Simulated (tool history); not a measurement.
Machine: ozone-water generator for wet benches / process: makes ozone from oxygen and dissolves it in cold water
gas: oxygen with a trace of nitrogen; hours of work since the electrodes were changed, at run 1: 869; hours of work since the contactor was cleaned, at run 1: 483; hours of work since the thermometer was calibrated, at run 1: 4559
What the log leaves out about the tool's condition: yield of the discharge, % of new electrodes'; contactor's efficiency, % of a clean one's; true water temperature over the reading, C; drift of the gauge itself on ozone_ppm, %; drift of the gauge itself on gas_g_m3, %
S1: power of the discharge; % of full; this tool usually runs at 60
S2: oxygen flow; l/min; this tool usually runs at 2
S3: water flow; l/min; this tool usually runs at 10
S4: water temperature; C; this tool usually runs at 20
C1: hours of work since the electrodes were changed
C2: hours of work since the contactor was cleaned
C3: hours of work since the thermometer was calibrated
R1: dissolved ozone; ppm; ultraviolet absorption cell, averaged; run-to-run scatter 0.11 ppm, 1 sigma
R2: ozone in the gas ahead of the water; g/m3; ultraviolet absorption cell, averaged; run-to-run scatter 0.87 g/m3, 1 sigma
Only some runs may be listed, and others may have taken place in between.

| run | hour | S1 | S2 | S3 | S4 | C1 | C2 | C3 | R1 | R2 |
|---|---|---|---|---|---|---|---|---|---|---|
| 1 | 0 | 60 | 2 | 10 | 20 | 869 | 483 | 4559 | 11.1 | 138.8 |
| 2 | 72.4 | 54 | 2 | 10 | 20 | 939 | 553 | 4629 | 9.9 | 126.1 |
| 3 | 136.4 | 60 | 2 | 10 | 20 | 1000 | 614 | 4690 | 11.2 | 139.3 |
| 4 | 220.5 | 93 | 2 | 10 | 20 | 1081 | 695 | 4771 | 16.1 | 199.4 |
| 5 | 296.7 | 93 | 2 | 10 | 20 | 1155 | 769 | 4845 | 15.8 | 200.7 |
| 6 | 380.6 | 93 | 1.38 | 10 | 20 | 1236 | 850 | 4926 | 15.6 | 247.9 |
| 7 | 459.1 | 60 | 2 | 10 | 20 | 1311 | 926 | 5002 | 11 | 138 |
| 8 | 544.4 | 83 | 2 | 10 | 20 | 1394 | 1008 | 5084 | 14.3 | 181.7 |
| 9 | 590.5 | 83 | 2 | 10 | 20 | 1438 | 1052 | 5128 | 14.2 | 180 |
| 10 | 669 | 60 | 2 | 10 | 20 | 1514 | 1128 | 5204 | 10.9 | 136.5 |
| 11 | 752.2 | 60 | 2 | 10 | 21 | 1594 | 1208 | 5284 | 10.6 | 136.7 |
| 12 | 817.4 | 60 | 2 | 10 | 21 | 1657 | 1271 | 5347 | 10.7 | 135.7 |
| 13 | 856.7 | 60 | 2 | 10 | 21 | 1695 | 1309 | 5385 | 10.5 | 135.6 |
|  | 935.8 | water thermometer calibrated |
| 14 | 945.1 | 60 | 2 | 10 | 21 | 1779 | 1394 | 9 | 10.7 | 135.7 |
| 15 | 1026.1 | 60 | 2 | 15 | 21 | 1858 | 1472 | 87 | 7.4 | 135 |
| 16 | 1102.2 | 60 | 2 | 10 | 20 | 1931 | 1545 | 161 | 10.6 | 132.7 |
|  | 1114.3 | contactor cleaned |
| 17 | 1169.5 | 57 | 2 | 6 | 20 | 1992 | 53 | 221 | 14.9 | 129.1 |
| 18 | 1222.5 | 45 | 1.35 | 11 | 18 | 2043 | 104 | 273 | 7.5 | 131.5 |
| 19 | 1297.8 | 49 | 2.45 | 14 | 22 | 2116 | 177 | 345 | 6.5 | 100.3 |
| 20 | 1386.6 | 49 | 2.45 | 14 | 22 | 2201 | 263 | 431 | 6.8 | 101.2 |
| 21 | 1434.8 | 75 | 1.61 | 10 | 20 | 2248 | 309 | 477 | 12.5 | 183.5 |
|  | 1486.5 | contactor cleaned, once more |
| 22 | 1492.1 | 75 | 1.61 | 10 | 20 | 2299 | 5 | 529 | 12.9 | 183.9 |
| 23 | 1564.9 | 75 | 2.48 | 10 | 20 | 2369 | 76 | 599 | 13.1 | 142.5 |
| 24 | 1644.4 | 75 | 2.48 | 10 | 20 | 2446 | 152 | 676 | 13 | 142.6 |
| 25 | 1703.3 | 83 | 2.2 | 14 | 14 | 2503 | 209 | 732 | 11.3 | 165.2 |
| 26 | 1769.2 | 83 | 2.2 | 14 | 14 | 2566 | 273 | 796 | 11.2 | 162.7 |
| 27 | 1819.3 | 83 | 1.12 | 10 | 14 | 2615 | 321 | 844 | 14.1 | 242.2 |
| 28 | 1857.3 | 83 | 1.12 | 10 | 25 | 2651 | 358 | 881 | 12.7 | 244.3 |
| 29 | 1929.9 | 83 | 1.12 | 10 | 20 | 2721 | 428 | 951 | 13.1 | 239.9 |
| 30 | 1972.4 | 88 | 1.12 | 12 | 20 | 2762 | 469 | 992 | 11.6 | 254.1 |
| 31 | 2040.7 | 50 | 2.86 | 8 | 20 | 2828 | 534 | 1058 | 10.6 | 92.7 |
| 32 | 2078.2 | 50 | 2.86 | 8 | 20 | 2864 | 571 | 1094 | 10.5 | 93.1 |

Below are 4 alternative next runs, each starting from the tool's condition after run 32. Predict each:
| A | 2149.8 | 74 | 2.64 | 10 | 20 | 2933 | 640 | 1163 | ? | ? |
| B | 2149.8 | 50 | 2.86 | 8 | 17 | 2933 | 640 | 1163 | ? | ? |
| C | 2149.8 | 48 | 1.07 | 10 | 23 | 2933 | 640 | 1163 | ? | ? |
| D | 2149.8 | 60 | 1.57 | 10 | 20 | 2933 | 640 | 1163 | ? | ? |

| run | R1 | R2 |
|---|---|---|
| A | 12.6 | 132.2 |
| B | 11 | 93.5 |
| C | 7.9 | 158.2 |
| D | 10.5 | 152.6 |
What these runs would have given with no unlogged condition in the tool:
| run | R1 | R2 |
|---|---|---|
| A | 13.8 | 143.3 |
| B | 11.7 | 98.7 |
| C | 8.4 | 166.6 |
| D | 11.3 | 163.1 |

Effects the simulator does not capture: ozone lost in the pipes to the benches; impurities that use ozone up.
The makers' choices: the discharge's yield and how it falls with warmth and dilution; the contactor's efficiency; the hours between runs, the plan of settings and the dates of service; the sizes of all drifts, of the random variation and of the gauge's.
